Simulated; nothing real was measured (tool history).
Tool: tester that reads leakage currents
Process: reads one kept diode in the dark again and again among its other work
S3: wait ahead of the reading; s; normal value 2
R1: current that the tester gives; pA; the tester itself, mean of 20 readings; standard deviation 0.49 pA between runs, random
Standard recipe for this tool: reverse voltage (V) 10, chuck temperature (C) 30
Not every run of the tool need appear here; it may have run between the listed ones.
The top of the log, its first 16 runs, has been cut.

run 17 hour=1088.3 | reverse_voltage_(V)=10 chuck_temperature_(C)=30 S3=2.08 | R1=161.24
run 18 hour=1163.9 | reverse_voltage_(V)=10 chuck_temperature_(C)=48 S3=2 | R1=621.82
-- hour=1225.9 chuck's temperature calibrated
run 19 hour=1250.6 | reverse_voltage_(V)=10 chuck_temperature_(C)=48 S3=2 | R1=624.07
run 20 hour=1295.1 | reverse_voltage_(V)=10 chuck_temperature_(C)=30 S3=2 | R1=161.7
run 21 hour=1333.5 | reverse_voltage_(V)=2 chuck_temperature_(C)=30 S3=9.66 | R1=68.6
run 22 hour=1407.2 | reverse_voltage_(V)=2 chuck_temperature_(C)=30 S3=9.66 | R1=68.24
run 23 hour=1465.7 | reverse_voltage_(V)=5.5 chuck_temperature_(C)=31 S3=2 | R1=126.69
run 24 hour=1550.2 | reverse_voltage_(V)=5.5 chuck_temperature_(C)=31 S3=2 | R1=126.5
run 25 hour=1610.3 | reverse_voltage_(V)=5.5 chuck_temperature_(C)=31 S3=2 | R1=127.12
run 26 hour=1670.8 | reverse_voltage_(V)=5.5 chuck_temperature_(C)=31 S3=2 | R1=126.63
run 27 hour=1734.4 | reverse_voltage_(V)=10.7 chuck_temperature_(C)=30 S3=2 | R1=167.88
run 28 hour=1811.1 | reverse_voltage_(V)=1.8 chuck_temperature_(C)=21 S3=2 | R1=30.79
run 29 hour=1874 | reverse_voltage_(V)=2.3 chuck_temperature_(C)=36 S3=9.8 | R1=117.14
run 30 hour=1931.3 | reverse_voltage_(V)=2.3 chuck_temperature_(C)=36 S3=9.8 | R1=117.44
run 31 hour=1984.5 | reverse_voltage_(V)=10 chuck_temperature_(C)=51 S3=2.11 | R1=770.87
run 32 hour=2067.1 | reverse_voltage_(V)=10 chuck_temperature_(C)=35 S3=9.29 | R1=238.32
run 33 hour=2103.5 | reverse_voltage_(V)=1.5 chuck_temperature_(C)=24 S3=0.63 | R1=36.03
run 34 hour=2171.1 | reverse_voltage_(V)=10.7 chuck_temperature_(C)=58 S3=6.81 | R1=1288.35
run 35 hour=2256.5 | reverse_voltage_(V)=1.3 chuck_temperature_(C)=24 S3=6.81 | R1=33.22
run 36 hour=2307.6 | reverse_voltage_(V)=1.3 chuck_temperature_(C)=24 S3=6.81 | R1=33.35
run 37 hour=2363.3 | reverse_voltage_(V)=6.4 chuck_temperature_(C)=24 S3=6.81 | R1=77.93
run 38 hour=2431.7 | reverse_voltage_(V)=9.5 chuck_temperature_(C)=24 S3=0.55 | R1=96.88
run 39 hour=2492.9 | reverse_voltage_(V)=2.5 chuck_temperature_(C)=39 S3=8.39 | R1=154.56

5 ways to go on from here, each from the tool as it stands after run 39. What would each give?
run A hour=2537 | reverse_voltage_(V)=2.8 chuck_temperature_(C)=24 S3=2.79 | R1=?
run B hour=2537 | reverse_voltage_(V)=6.8 chuck_temperature_(C)=50 S3=0.59 | R1=?
run C hour=2537 | reverse_voltage_(V)=2.4 chuck_temperature_(C)=27 S3=0.45 | R1=?
run D hour=2537 | reverse_voltage_(V)=1.7 chuck_temperature_(C)=46 S3=3.19 | R1=?
run E hour=2537 | reverse_voltage_(V)=2.5 chuck_temperature_(C)=21 S3=8.39 | R1=?

run=A R1=50.05
run=B R1=586.41
run=C R1=59.7
run=D R1=210.29
run=E R1=36.69
Stripped of hidden state, with their random variation kept, the same runs would have yielded:
run=A R1=50.02
run=B R1=586.26
run=C R1=59.67
run=D R1=210.24
run=E R1=36.67
